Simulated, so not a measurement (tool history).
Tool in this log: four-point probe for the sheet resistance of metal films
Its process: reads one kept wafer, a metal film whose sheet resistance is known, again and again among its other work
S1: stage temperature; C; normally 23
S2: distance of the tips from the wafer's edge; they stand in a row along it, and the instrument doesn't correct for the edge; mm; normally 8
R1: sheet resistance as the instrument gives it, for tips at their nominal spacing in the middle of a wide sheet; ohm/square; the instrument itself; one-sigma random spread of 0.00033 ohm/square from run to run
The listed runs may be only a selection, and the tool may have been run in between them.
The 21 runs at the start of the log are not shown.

run,hour,S1,S2,R1
22,358.3,23,8,1.662171
23,370.6,23,8,1.662448
24,386.8,19,63,1.649079
25,403.8,20,27,1.648868
26,416.1,20,27,1.648825
27,429.4,20,27,1.649027
28,452.6,25,12,1.646066
29,464.7,19,38,1.650221
30,486.4,19,35,1.649922
31,505.8,19,6,1.687736
32,520,19,4,1.733337
33,535.8,19,4,1.733746
34,554.7,20,5,1.701278
35,575.6,23,31,1.641631
36,593.9,23,29,1.641407
37,608.9,24,10,1.652645
38,620.4,31,26,1.625755
39,643.2,28,8,1.651587
40,665.5,24,72,1.637098
41,685.5,24,72,1.637511
42,704.9,24,72,1.638141
43,727.6,25,48,1.6363
44,741.3,21,5,1.698728
45,763.1,21,5,1.699067

3 ways to go on from here, each from the tool as it stands after run 45. What would each give?
A,784.5,26,8,?
B,784.5,29,13,?
C,784.5,24,65,?

run,R1
A,1.654907
B,1.634795
C,1.638038
Take away the tool's hidden state, keep each run's random variation, and the runs would have read:
run,R1
A,1.656039
B,1.635928
C,1.639153
